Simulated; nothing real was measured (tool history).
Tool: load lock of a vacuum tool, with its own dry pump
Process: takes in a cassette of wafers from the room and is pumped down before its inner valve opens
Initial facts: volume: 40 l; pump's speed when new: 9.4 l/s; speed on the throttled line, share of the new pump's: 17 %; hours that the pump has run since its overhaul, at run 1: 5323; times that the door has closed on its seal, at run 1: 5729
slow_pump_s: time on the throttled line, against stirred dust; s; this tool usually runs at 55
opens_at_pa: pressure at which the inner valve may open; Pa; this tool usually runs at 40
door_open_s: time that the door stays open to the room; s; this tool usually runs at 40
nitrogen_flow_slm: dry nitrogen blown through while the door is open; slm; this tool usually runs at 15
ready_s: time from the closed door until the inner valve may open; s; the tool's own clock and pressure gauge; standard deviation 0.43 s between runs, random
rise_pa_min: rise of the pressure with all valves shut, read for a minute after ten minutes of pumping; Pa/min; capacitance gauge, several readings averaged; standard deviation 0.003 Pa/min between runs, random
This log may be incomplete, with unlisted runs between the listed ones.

run    hour  slow_pump_s  opens_at_pa  door_open_s  nitrogen_flow_slm  hours that the pump has run since its overhaul  times that the door has closed on its seal  incoming humidity of the room's air, %  ready_s  rise_pa_min
  1       0           55           40           40                 15                                            5323                                        5729                                    40.6       79        0.034
  2   153.4           55           40           40                 15                                            5476                                        5916                                    44.1     78.5        0.029
  3   305.5           55           40           40                 15                                            5628                                        6101                                    44.9     79.5        0.025
  4     407           55           40           40                 15                                            5730                                        6225                                    42.1     78.3        0.035
  5   551.6           55           40           40                 15                                            5874                                        6401                                    46.4     78.6        0.036
  6   671.6           55           40          187                 15                                            5994                                        6547                                    45.8     79.1        0.064
  7   857.3           55           40           67                 15                                            6180                                        6773                                    44.3     78.8         0.04
  8    1002           55           40           67                 15                                            6325                                        6949                                      47     78.6         0.04
  9  1125.7           55           40           54                 15                                            6448                                        7100                                    43.9     79.6        0.028
 10  1237.1           55           40           54                 15                                            6560                                        7236                                    48.1       79        0.045
 11  1331.4           55           40           54                 15                                            6654                                        7351                                    48.2     79.4        0.039
 12  1472.7           55           40           40                 15                                            6795                                        7523                                    44.6     78.9         0.03
 13  1607.1           55           40           40                 15                                            6930                                        7686                                    46.6     78.8        0.027
 14    1774           55           40           40                 15                                            7097                                        7890                                    44.4     79.1        0.031
 15  1956.6           55           40           40                 15                                            7279                                        8112                                    48.5     79.7        0.038
 16  2158.9           45           78           40                 16                                            7482                                        8358                                    44.3     68.2        0.032
 17    2342           45           78           40                 16                                            7665                                        8581                                    40.8     67.5        0.031
 18  2448.3           45           78           40                 16                                            7771                                        8711                                    47.7     68.2        0.026
 19  2627.8           45           78          191                 16                                            7951                                        8929                                    45.2     68.4        0.056
 20  2746.3           54           40           30                 15                                            8069                                        9074                                    46.9     77.5         0.03
 21  2855.9           54           41           30                 15                                            8179                                        9207                                    44.4     77.8        0.032
 22  2954.9           55           35           96                 15                                            8278                                        9328                                    45.6     79.9        0.049
 23  3154.6           45           30           56                  5                                            8477                                        9571                                      46     72.1        0.055
 24  3350.3           88           40           40                 12                                            8673                                        9809                                    40.9    105.5        0.031
 25  3547.1           35           68           40                 12                                            8870                                       10049                                    46.7     60.1         0.04
 26  3637.3           55           29           40                 15                                            8960                                       10159                                    44.7     79.4        0.029
 27  3845.8           55           40           55                  6                                            9168                                       10412                                      46     79.5         0.06

Each row is a separate what-if for the run after 27, all from the same tool condition, not one after another. Results?
  A  3940.9           55           28           27                 13                                            9264                                       10528                                    45.2        ?            ?
  B  3940.9           57           36           69                  6                                            9264                                       10528                                    45.5        ?            ?
  C  3940.9          104           62           55                 10                                            9264                                       10528                                    45.3        ?            ?
  D  3940.9           55           40           55                  5                                            9264                                       10528                                    40.4        ?            ?
  E  3940.9           44           40           38                 10                                            9264                                       10528                                      44        ?            ?

run  ready_s  rise_pa_min
  A     80.4        0.035
  B     80.4        0.059
  C    117.5        0.046
  D     79.6        0.054
  E     69.4        0.043
With no hidden state in the tool, these same runs would have given:
run  ready_s  rise_pa_min
  A     80.4        0.035
  B     80.4        0.058
  C    117.5        0.046
  D     79.6        0.054
  E     69.3        0.042
